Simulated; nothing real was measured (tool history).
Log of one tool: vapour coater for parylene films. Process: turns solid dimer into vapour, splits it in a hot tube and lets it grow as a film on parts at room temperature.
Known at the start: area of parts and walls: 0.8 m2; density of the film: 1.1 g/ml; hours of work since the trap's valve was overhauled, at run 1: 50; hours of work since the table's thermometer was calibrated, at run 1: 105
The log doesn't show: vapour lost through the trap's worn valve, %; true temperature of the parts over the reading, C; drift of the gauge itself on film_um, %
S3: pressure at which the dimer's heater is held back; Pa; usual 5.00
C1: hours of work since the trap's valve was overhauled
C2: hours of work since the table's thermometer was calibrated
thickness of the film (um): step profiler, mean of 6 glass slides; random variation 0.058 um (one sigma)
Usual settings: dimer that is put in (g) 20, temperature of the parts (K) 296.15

run 1 hour=0.0 | dimer_that_is_put_in_(g)=20 temperature_of_the_parts_(K)=296.15 S3=5.00 | C1=50 C2=105 | thickness_of_the_film_(um)=16.62
run 2 hour=14.2 | dimer_that_is_put_in_(g)=20 temperature_of_the_parts_(K)=296.15 S3=5.00 | C1=62 C2=118 | thickness_of_the_film_(um)=16.55
run 3 hour=22.9 | dimer_that_is_put_in_(g)=20 temperature_of_the_parts_(K)=296.15 S3=5.00 | C1=70 C2=125 | thickness_of_the_film_(um)=16.59
run 4 hour=36.4 | dimer_that_is_put_in_(g)=20 temperature_of_the_parts_(K)=296.15 S3=5.00 | C1=82 C2=137 | thickness_of_the_film_(um)=16.47
run 5 hour=46.6 | dimer_that_is_put_in_(g)=20 temperature_of_the_parts_(K)=296.15 S3=5.00 | C1=91 C2=146 | thickness_of_the_film_(um)=16.54
run 6 hour=55.5 | dimer_that_is_put_in_(g)=20 temperature_of_the_parts_(K)=296.15 S3=5.00 | C1=99 C2=154 | thickness_of_the_film_(um)=16.37
run 7 hour=69.9 | dimer_that_is_put_in_(g)=20 temperature_of_the_parts_(K)=305.15 S3=5.00 | C1=111 C2=167 | thickness_of_the_film_(um)=11.79
run 8 hour=78.4 | dimer_that_is_put_in_(g)=20 temperature_of_the_parts_(K)=305.15 S3=5.00 | C1=119 C2=174 | thickness_of_the_film_(um)=11.68
run 9 hour=89.0 | dimer_that_is_put_in_(g)=35 temperature_of_the_parts_(K)=296.15 S3=5.00 | C1=128 C2=183 | thickness_of_the_film_(um)=28.61
run 10 hour=98.1 | dimer_that_is_put_in_(g)=20 temperature_of_the_parts_(K)=296.15 S3=5.00 | C1=136 C2=191 | thickness_of_the_film_(um)=16.31
run 11 hour=108.5 | dimer_that_is_put_in_(g)=20 temperature_of_the_parts_(K)=296.15 S3=5.00 | C1=145 C2=201 | thickness_of_the_film_(um)=16.39
run 12 hour=123.3 | dimer_that_is_put_in_(g)=20 temperature_of_the_parts_(K)=308.15 S3=4.62 | C1=158 C2=214 | thickness_of_the_film_(um)=10.52
run 13 hour=130.1 | dimer_that_is_put_in_(g)=18 temperature_of_the_parts_(K)=293.15 S3=2.17 | C1=164 C2=220 | thickness_of_the_film_(um)=18.74
run 14 hour=142.6 | dimer_that_is_put_in_(g)=20 temperature_of_the_parts_(K)=296.15 S3=2.44 | C1=175 C2=231 | thickness_of_the_film_(um)=18.22
run 15 hour=154.1 | dimer_that_is_put_in_(g)=12 temperature_of_the_parts_(K)=291.15 S3=6.73 | C1=185 C2=241 | thickness_of_the_film_(um)=11.14
run 16 hour=165.4 | dimer_that_is_put_in_(g)=12 temperature_of_the_parts_(K)=288.15 S3=6.73 | C1=195 C2=251 | thickness_of_the_film_(um)=12.52
-- hour=182.4 trap's valve overhauled
run 17 hour=182.9 | dimer_that_is_put_in_(g)=27 temperature_of_the_parts_(K)=301.15 S3=4.86 | C1=0 C2=263 | thickness_of_the_film_(um)=18.20
run 18 hour=192.4 | dimer_that_is_put_in_(g)=34 temperature_of_the_parts_(K)=302.15 S3=11.96 | C1=9 C2=271 | thickness_of_the_film_(um)=19.14
-- hour=196.7 gauge calibrated
run 19 hour=201.6 | dimer_that_is_put_in_(g)=34 temperature_of_the_parts_(K)=298.15 S3=6.07 | C1=17 C2=279 | thickness_of_the_film_(um)=25.20
run 20 hour=212.9 | dimer_that_is_put_in_(g)=15 temperature_of_the_parts_(K)=296.15 S3=5.00 | C1=27 C2=289 | thickness_of_the_film_(um)=12.42
run 21 hour=224.6 | dimer_that_is_put_in_(g)=15 temperature_of_the_parts_(K)=296.15 S3=5.00 | C1=37 C2=299 | thickness_of_the_film_(um)=12.33
run 22 hour=234.8 | dimer_that_is_put_in_(g)=25 temperature_of_the_parts_(K)=296.15 S3=5.00 | C1=46 C2=308 | thickness_of_the_film_(um)=20.76

Forecast each of these 4 alternatives for the next run:
run A hour=244.4 | dimer_that_is_put_in_(g)=20 temperature_of_the_parts_(K)=296.15 S3=10.27 | C1=55 C2=317 | thickness_of_the_film_(um)=?
run B hour=244.4 | dimer_that_is_put_in_(g)=20 temperature_of_the_parts_(K)=305.15 S3=5.00 | C1=55 C2=317 | thickness_of_the_film_(um)=?
run C hour=244.4 | dimer_that_is_put_in_(g)=16 temperature_of_the_parts_(K)=296.15 S3=3.66 | C1=55 C2=317 | thickness_of_the_film_(um)=?
run D hour=244.4 | dimer_that_is_put_in_(g)=20 temperature_of_the_parts_(K)=296.15 S3=3.83 | C1=55 C2=317 | thickness_of_the_film_(um)=?

run=A thickness_of_the_film_(um)=14.61
run=B thickness_of_the_film_(um)=11.77
run=C thickness_of_the_film_(um)=13.83
run=D thickness_of_the_film_(um)=17.12
Without the tool's hidden state the same runs would have given:
run=A thickness_of_the_film_(um)=14.71
run=B thickness_of_the_film_(um)=11.85
run=C thickness_of_the_film_(um)=13.92
run=D thickness_of_the_film_(um)=17.24
